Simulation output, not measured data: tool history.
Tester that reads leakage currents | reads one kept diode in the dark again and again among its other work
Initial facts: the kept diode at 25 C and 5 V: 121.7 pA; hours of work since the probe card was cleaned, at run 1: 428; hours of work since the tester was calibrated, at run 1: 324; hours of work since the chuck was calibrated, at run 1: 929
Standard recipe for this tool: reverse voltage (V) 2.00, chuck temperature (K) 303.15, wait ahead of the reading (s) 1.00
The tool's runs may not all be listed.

run     day  reverse voltage (V)  chuck temperature (K)  wait ahead of the reading (s)  hours of work since the probe card was cleaned  hours of work since the tester was calibrated  hours of work since the chuck was calibrated  current that the tester gives (pA)
  1   0.000                 2.00                 303.15                           1.00                                             428                                            324                                           929                              121.37
  2   1.050                 2.00                 303.15                           1.00                                             446                                            342                                           946                              122.20
  3   1.883                 2.00                 303.15                           1.00                                             459                                            355                                           960                              121.73
  4   2.900                 2.00                 303.15                           1.00                                             476                                            372                                           977                              121.05
  5   3.533                 2.00                 303.15                           1.00                                             486                                            383                                           987                              122.05
  6   5.058                 2.00                 305.15                           1.00                                             512                                            408                                          1012                              140.79
  7   6.408                 2.00                 303.15                           4.27                                             534                                            430                                          1035                              120.44
  8   7.850                 2.00                 303.15                           1.00                                             558                                            454                                          1058                              121.17
  9   9.350                 1.40                 303.15                           1.00                                             582                                            478                                          1083                              107.14
 10  10.758                 1.40                 303.15                           1.00                                             606                                            502                                          1106                              107.49
 11  11.988                 1.40                 303.15                           1.00                                             626                                            522                                          1127                              107.26
 12  12.738                 1.40                 303.15                           1.00                                             638                                            534                                          1139                              107.10
 13  14.267                 1.40                 303.15                           1.00                                             663                                            559                                          1164                              106.62
 14  14.988                11.93                 303.15                           1.00                                             675                                            571                                          1176                              220.34
 15  15.642                11.93                 303.15                           1.00                                             686                                            582                                          1187                              220.72
 16  16.362                11.93                 303.15                           1.00                                             698                                            594                                          1199                              219.96
 17  17.512                11.93                 303.15                           1.00                                             717                                            613                                          1218                              219.74
 18  18.229                11.93                 303.15                           1.00                                             729                                            625                                          1229                              219.42
 19  19.442                11.93                 303.15                           1.00                                             749                                            645                                          1250                              220.56
 20  20.308                11.93                 303.15                           1.00                                             763                                            659                                          1264                              219.79
 21  21.138                 3.42                 293.15                           1.00                                             777                                            673                                          1277                               68.16
 22  22.008                13.21                 301.15                           9.27                                             791                                            687                                          1292                              193.86
 23  23.254                13.21                 301.15                           9.27                                             812                                            708                                          1312                              193.84
 24  23.875                13.21                 301.15                           9.27                                             822                                            718                                          1323                              193.92
 25  25.217                13.21                 301.15                           9.27                                             844                                            740                                          1345                              194.83
 26  26.488                13.21                 301.15                           9.27                                             865                                            761                                          1366                              194.73
 27  27.804                 3.26                 320.15                           4.49                                             887                                            783                                          1387                              445.36
 28  28.800                 3.26                 320.15                           4.49                                             903                                            799                                          1404                              445.97
 29  29.800                 3.26                 320.15                           4.49                                             919                                            816                                          1420                              448.14
 30  30.638                 3.26                 320.15                           4.49                                             933                                            829                                          1434                              444.07
 31  31.517                 7.15                 320.15                           2.00                                             948                                            844                                          1449                              576.54
 32  32.688                 1.86                 317.15                           4.09                                             967                                            863                                          1468                              304.69
 33  33.442                 1.86                 317.15                           4.09                                             980                                            876                                          1480                              301.73
 34  34.304                 6.38                 293.15                           3.38                                             994                                            890                                          1495                               84.50
 35  35.454                 6.38                 293.15                           3.38                                            1013                                            909                                          1513                               84.28
 36  36.600                 6.38                 293.15                           3.38                                            1032                                            928                                          1532                               83.95
 37  37.425                 6.38                 293.15                           3.38                                            1045                                            941                                          1546                               84.78

Some steps in current that the tester gives (pA) between neighbouring runs. How much of each would the tool show without its hidden state too (settings, what came in, random variation), and how much is left for the hidden state, with any gauge scatter that isn't in both results?
The hidden state here: stray current of the dirty probe card, pA a volt; current scale over the true one, %; true chuck temperature over the reading, C; drift of the gauge itself on leakage_pa, %.
Run 26 -> 27: reverse voltage (V) 13.21 -> 3.26, chuck temperature (K) 301.15 -> 320.15, wait ahead of the reading (s) 9.27 -> 4.49. current that the tester gives (pA) +250.63: hidden state -35.37, all else +286.00.
Run 31 -> 32: reverse voltage (V) 7.15 -> 1.86, chuck temperature (K) 320.15 -> 317.15, wait ahead of the reading (s) 2.00 -> 4.09. current that the tester gives (pA) -271.85: hidden state +26.58, all else -298.43.
Run 33 -> 34: reverse voltage (V) 1.86 -> 6.38, chuck temperature (K) 317.15 -> 293.15, wait ahead of the reading (s) 4.09 -> 3.38. current that the tester gives (pA) -217.23: hidden state +30.31, all else -247.54.

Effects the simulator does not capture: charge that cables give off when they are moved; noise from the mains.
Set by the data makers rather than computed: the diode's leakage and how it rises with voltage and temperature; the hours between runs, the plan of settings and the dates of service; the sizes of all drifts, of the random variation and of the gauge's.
